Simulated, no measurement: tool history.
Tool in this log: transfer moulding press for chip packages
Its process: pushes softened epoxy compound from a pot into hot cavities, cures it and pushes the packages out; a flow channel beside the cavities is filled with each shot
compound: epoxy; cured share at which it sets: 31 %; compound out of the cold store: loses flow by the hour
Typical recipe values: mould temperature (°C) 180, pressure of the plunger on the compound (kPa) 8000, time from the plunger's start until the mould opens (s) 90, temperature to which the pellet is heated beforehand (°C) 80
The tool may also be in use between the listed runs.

| run | hour | mould temperature (°C) | pressure of the plunger on the compound (kPa) | time from the plunger's start until the mould opens (s) | temperature to which the pellet is heated beforehand (°C) | incoming compound's hours out of the cold store | length that the compound runs in the flow channel (mm) | greatest force on the pins that push the packages out (N) |
|---|---|---|---|---|---|---|---|---|
| 1 | 0 | 180 | 8000 | 90 | 80 | 43.5 | 675 | 797 |
| 2 | 29.8 | 180 | 8000 | 90 | 80 | 20.3 | 741 | 1225 |
|  | 39.5 | cavities cleaned with cleaning compound and waxed |
| 3 | 60 | 180 | 8000 | 90 | 80 | 16.4 | 744 | 1480 |
| 4 | 81.5 | 180 | 8000 | 90 | 80 | 43.8 | 644 | 1310 |
|  | 91.7 | cavities cleaned with cleaning compound and waxed |
| 5 | 112.6 | 180 | 8000 | 107 | 80 | 28.2 | 704 | 708 |
|  | 118.7 | cavities cleaned with cleaning compound and waxed, once more |
|  | 126.6 | mould's thermocouples calibrated |
| 6 | 143.6 | 180 | 8000 | 107 | 80 | 20.7 | 722 | 797 |
|  | 171.6 | cavities cleaned with cleaning compound and waxed |
| 7 | 183.3 | 188 | 6110 | 107 | 80 | 29.3 | 587 | 543 |
|  | 222.7 | cavities cleaned with cleaning compound and waxed |
| 8 | 224.8 | 180 | 6330 | 109 | 80 | 24.7 | 631 | 466 |
| 9 | 249.3 | 180 | 6330 | 109 | 80 | 35.8 | 582 | 795 |
|  | 274.2 | cavities cleaned with cleaning compound and waxed |
| 10 | 283.5 | 179 | 8460 | 90 | 81 | 30.5 | 704 | 919 |
|  | 325.9 | cavities cleaned with cleaning compound and waxed |
| 11 | 334.3 | 179 | 8460 | 90 | 81 | 27.2 | 698 | 917 |

Branching from run 11: 3 alternative next runs. What would each branch give?
| A | 355.6 | 180 | 9670 | 126 | 80 | 12.8 | ? | ? |
| B | 355.6 | 180 | 8540 | 108 | 80 | 21.3 | ? | ? |
| C | 355.6 | 187 | 8000 | 90 | 80 | 42.8 | ? | ? |

| run | length that the compound runs in the flow channel (mm) | greatest force on the pins that push the packages out (N) |
|---|---|---|
| A | 799 | 743 |
| B | 730 | 833 |
| C | 609 | 804 |
With no hidden state in the tool, these same runs would have given:
| run | length that the compound runs in the flow channel (mm) | greatest force on the pins that push the packages out (N) |
|---|---|---|
| A | 858 | 415 |
| B | 784 | 469 |
| C | 654 | 455 |
